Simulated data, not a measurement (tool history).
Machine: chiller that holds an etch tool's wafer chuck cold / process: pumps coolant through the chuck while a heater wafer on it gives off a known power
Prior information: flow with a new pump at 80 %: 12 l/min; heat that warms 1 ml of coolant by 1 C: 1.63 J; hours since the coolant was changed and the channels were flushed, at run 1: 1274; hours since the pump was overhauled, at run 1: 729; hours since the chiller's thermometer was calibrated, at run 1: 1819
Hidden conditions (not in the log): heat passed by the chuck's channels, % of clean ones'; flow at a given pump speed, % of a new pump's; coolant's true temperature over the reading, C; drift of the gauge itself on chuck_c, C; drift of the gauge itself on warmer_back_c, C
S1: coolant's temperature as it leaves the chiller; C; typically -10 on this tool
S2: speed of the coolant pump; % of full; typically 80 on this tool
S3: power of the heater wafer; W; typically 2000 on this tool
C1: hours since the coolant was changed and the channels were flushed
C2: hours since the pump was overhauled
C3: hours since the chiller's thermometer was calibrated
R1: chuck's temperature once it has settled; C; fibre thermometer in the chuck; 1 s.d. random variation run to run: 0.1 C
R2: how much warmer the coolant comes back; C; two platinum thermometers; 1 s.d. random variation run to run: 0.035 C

{"run": 1, "hour": 0.0, "S1": -10, "S2": 80, "S3": 2000, "C1": 1274, "C2": 729, "C3": 1819, "R1": 9.9, "R2": 6.12}
{"run": 2, "hour": 30.4, "S1": -5, "S2": 80, "S3": 2000, "C1": 1304, "C2": 759, "C3": 1849, "R1": 15, "R2": 6.08}
{"run": 3, "hour": 74.5, "S1": -5, "S2": 80, "S3": 2000, "C1": 1348, "C2": 804, "C3": 1893, "R1": 15, "R2": 6.11}
{"run": 4, "hour": 109.2, "S1": -10, "S2": 80, "S3": 2000, "C1": 1383, "C2": 838, "C3": 1928, "R1": 10.1, "R2": 6.16}
{"run": 5, "hour": 141.5, "S1": -10, "S2": 80, "S3": 2000, "C1": 1415, "C2": 871, "C3": 1960, "R1": 9.9, "R2": 6.05}
{"run": 6, "hour": 177.0, "S1": -10, "S2": 80, "S3": 2000, "C1": 1451, "C2": 906, "C3": 1996, "R1": 10, "R2": 6.11}
{"run": 7, "hour": 233.1, "S1": -1, "S2": 80, "S3": 2000, "C1": 1507, "C2": 962, "C3": 2052, "R1": 18.9, "R2": 6.13}
{"run": 8, "hour": 273.9, "S1": -1, "S2": 80, "S3": 2000, "C1": 1548, "C2": 1003, "C3": 2093, "R1": 19, "R2": 6.12}
{"run": 9, "hour": 300.7, "S1": -1, "S2": 80, "S3": 2000, "C1": 1575, "C2": 1030, "C3": 2120, "R1": 18.9, "R2": 6.09}
{"run": 10, "hour": 324.2, "S1": -10, "S2": 80, "S3": 2000, "C1": 1598, "C2": 1053, "C3": 2143, "R1": 9.9, "R2": 6.09}
{"run": 11, "hour": 354.9, "S1": -10, "S2": 80, "S3": 2000, "C1": 1629, "C2": 1084, "C3": 2174, "R1": 9.9, "R2": 6.16}
{"run": 12, "hour": 385.5, "S1": -10, "S2": 80, "S3": 2000, "C1": 1659, "C2": 1115, "C3": 2204, "R1": 10, "R2": 6.14}
{"run": 13, "hour": 412.0, "S1": -10, "S2": 80, "S3": 2000, "C1": 1686, "C2": 1141, "C3": 2231, "R1": 10.1, "R2": 6.18}
{"run": 14, "hour": 455.3, "S1": -10, "S2": 80, "S3": 2000, "C1": 1729, "C2": 1184, "C3": 2274, "R1": 9.8, "R2": 6.08}
{"run": 15, "hour": 487.6, "S1": -10, "S2": 80, "S3": 2000, "C1": 1762, "C2": 1217, "C3": 2307, "R1": 9.9, "R2": 6.13}
{"run": 16, "hour": 541.8, "S1": -10, "S2": 80, "S3": 2000, "C1": 1816, "C2": 1271, "C3": 2361, "R1": 9.9, "R2": 6.09}

Predict the results of run 17:
{"run": 17, "hour": 580.1, "S1": -11, "S2": 75, "S3": 2279, "C1": 1854, "C2": 1309, "C3": 2399, "R1": "?", "R2": "?"}

R1: 12.5 C
R2: 7.43 C
Take away the tool's hidden state, keep the run-to-run variation as it was, and the same run would have given R1 12.5 C, R2 7.42 C.
